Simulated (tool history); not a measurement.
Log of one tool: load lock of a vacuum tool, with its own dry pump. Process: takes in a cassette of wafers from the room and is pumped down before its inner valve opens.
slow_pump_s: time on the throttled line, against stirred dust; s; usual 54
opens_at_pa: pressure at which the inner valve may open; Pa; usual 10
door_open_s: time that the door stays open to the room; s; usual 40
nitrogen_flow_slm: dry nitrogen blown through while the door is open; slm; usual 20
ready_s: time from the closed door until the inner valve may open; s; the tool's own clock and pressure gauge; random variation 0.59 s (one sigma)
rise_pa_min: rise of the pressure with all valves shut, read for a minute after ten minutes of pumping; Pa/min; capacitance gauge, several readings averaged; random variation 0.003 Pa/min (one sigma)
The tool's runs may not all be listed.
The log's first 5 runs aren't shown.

| run | hour | slow_pump_s | opens_at_pa | door_open_s | nitrogen_flow_slm | hours that the pump has run since its overhaul | times that the door has closed on its seal | incoming humidity of the room's air, % | ready_s | rise_pa_min |
|---|---|---|---|---|---|---|---|---|---|---|
| 6 | 772.4 | 54 | 10 | 40 | 20 | 8119 | 40811 | 42.6 | 101.9 | 0.021 |
| 7 | 962.1 | 54 | 10 | 40 | 7 | 8309 | 41734 | 46.2 | 100.8 | 0.038 |
| 8 | 1046.1 | 54 | 10 | 40 | 20 | 8393 | 42143 | 40.6 | 102.1 | 0.024 |
| 9 | 1237.8 | 30 | 10 | 40 | 20 | 8585 | 43077 | 43.3 | 82.8 | 0.025 |
| 10 | 1423.7 | 54 | 10 | 40 | 20 | 8771 | 43982 | 48.2 | 102.1 | 0.028 |
| 11 | 1593.9 | 54 | 10 | 40 | 20 | 8941 | 44811 | 45 | 101 | 0.024 |
| 12 | 1726.7 | 54 | 10 | 40 | 20 | 9074 | 45457 | 44 | 100.2 | 0.019 |
| 13 | 1891.2 | 54 | 10 | 40 | 20 | 9238 | 46258 | 48.4 | 101.6 | 0.028 |
| 14 | 2055.8 | 54 | 8 | 40 | 20 | 9403 | 47060 | 46.6 | 103.4 | 0.025 |
| 15 | 2178.3 | 54 | 10 | 40 | 40 | 9525 | 47657 | 46 | 101.4 | 0.014 |
| 16 | 2276.6 | 54 | 10 | 205 | 20 | 9624 | 48135 | 48.5 | 101.4 | 0.074 |
| 17 | 2468.7 | 54 | 10 | 205 | 20 | 9816 | 49070 | 45.9 | 102.3 | 0.068 |
| 18 | 2557 | 54 | 18 | 205 | 20 | 9904 | 49501 | 45.3 | 97.5 | 0.07 |
| 19 | 2654.2 | 54 | 10 | 232 | 20 | 10001 | 49974 | 42.9 | 102 | 0.076 |
| 20 | 2808.1 | 54 | 10 | 232 | 20 | 10155 | 50723 | 44.3 | 101.1 | 0.078 |
| 21 | 2938 | 54 | 10 | 116 | 20 | 10285 | 51355 | 48 | 101.9 | 0.054 |
| 22 | 3082 | 54 | 8 | 65 | 20 | 10429 | 52056 | 47.8 | 103.1 | 0.03 |
| 23 | 3224.4 | 54 | 20 | 40 | 7 | 10571 | 52750 | 43.9 | 97.6 | 0.037 |
| 24 | 3304.7 | 54 | 8 | 125 | 20 | 10652 | 53141 | 44.2 | 103.2 | 0.055 |
| 25 | 3434.8 | 54 | 8 | 125 | 20 | 10782 | 53774 | 43.5 | 103.2 | 0.049 |
| 26 | 3585.4 | 54 | 7 | 148 | 20 | 10932 | 54508 | 48.6 | 104.2 | 0.055 |
| 27 | 3753.9 | 33 | 14 | 148 | 6 | 11101 | 55328 | 47.9 | 83.5 | 0.099 |
| 28 | 3850.8 | 48 | 12 | 148 | 9 | 11198 | 55800 | 47.6 | 95.9 | 0.086 |
| 29 | 3981.1 | 48 | 12 | 148 | 9 | 11328 | 56435 | 47 | 95.7 | 0.087 |
| 30 | 4124.7 | 48 | 12 | 148 | 9 | 11472 | 57134 | 45.4 | 95.6 | 0.085 |

The next listed run, before its measurement:
| 31 | 4235.5 | 54 | 8 | 37 | 20 | 11582 | 57673 | 44.3 | ? | ? |

Run 31 gave ready_s 103.5 s, rise_pa_min 0.018 Pa/min.
Without the tool's hidden state the same run would have given ready_s 103.5 s, rise_pa_min 0.017 Pa/min.
